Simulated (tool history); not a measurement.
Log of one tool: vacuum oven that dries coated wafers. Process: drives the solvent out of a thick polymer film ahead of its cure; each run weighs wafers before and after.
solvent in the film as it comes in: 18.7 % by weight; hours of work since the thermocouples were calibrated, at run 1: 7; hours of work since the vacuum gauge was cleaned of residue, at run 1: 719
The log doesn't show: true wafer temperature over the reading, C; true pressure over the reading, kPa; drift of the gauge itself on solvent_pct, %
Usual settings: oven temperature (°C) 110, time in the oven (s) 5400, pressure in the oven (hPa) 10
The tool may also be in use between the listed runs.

run	day	oven temperature (°C)	time in the oven (s)	pressure in the oven (hPa)	hours of work since the thermocouples were calibrated	hours of work since the vacuum gauge was cleaned of residue	solvent left in the film (%)
1	0	110	5400	10	7	719	3.23
2	3.171	110	5400	10	45	756	3.31
3	5.704	110	5400	10	75	786	3.32
4	8.192	110	5400	10	104	816	3.32
5	11.933	110	5400	10	148	860	3.34
6	13.583	110	5400	10	168	880	3.3
7	15.212	110	5400	10	187	899	3.37
8	17.775	97	5400	10	217	929	6.77
9	21.471	97	4920	10	261	973	7.31
10	23.129	110	5400	10	281	993	3.35
11	26.267	110	5400	10	318	1030	3.39
12	28.771	110	5400	10	347	1059	3.42
13	31.625	110	5400	10	381	1093	3.45
14	34.775	110	2820	10	418	1130	6.74
15	36.612	110	2820	10	440	1152	6.73
16	39.704	113	5400	12.3	477	1189	2.94
17	41.721	113	5400	12.3	501	1212	2.96
18	43.433	113	5400	12.3	521	1233	3.03
19	47.388	113	5400	12.3	567	1279	2.95
20	50.7	116	4440	38.9	607	1319	4.83
21	52.579	99	5160	6.3	629	1341	6.35
22	54.779	99	7440	6.3	655	1367	4.49
# day 55.062: vacuum gauge cleaned of residue and calibrated
23	56.792	99	5400	20.6	678	20	7.27
# day 57.317: oven's thermocouples calibrated
24	60.596	98	5400	10.5	39	64	6.26
25	62.396	98	5400	10.5	60	86	6.31
26	64.221	99	3180	5.1	82	107	8.35
27	66.383	99	3180	5.1	107	133	8.39
28	70.325	102	8400	6.2	154	180	2.82
29	73.95	104	5400	19	197	222	5.38
30	75.95	110	4860	28.7	220	246	5.1

Measured less the same run without the tool's hidden state. The same run-to-run variation is in both; the gauge's scatter may not be:
run	solvent left in the film (%)
1	+0.15
2	+0.17
3	+0.18
4	+0.2
5	+0.21
6	+0.21
7	+0.22
8	+0.31
9	+0.32
10	+0.27
11	+0.28
12	+0.29
13	+0.3
14	+0.32
15	+0.33
16	+0.31
17	+0.31
18	+0.32
19	+0.34
20	+0.38
21	+0.49
22	+0.52
23	+0.35
24	+0.03
25	+0.04
26	+0.05
27	+0.06
28	+0.08
29	+0.11
30	+0.11
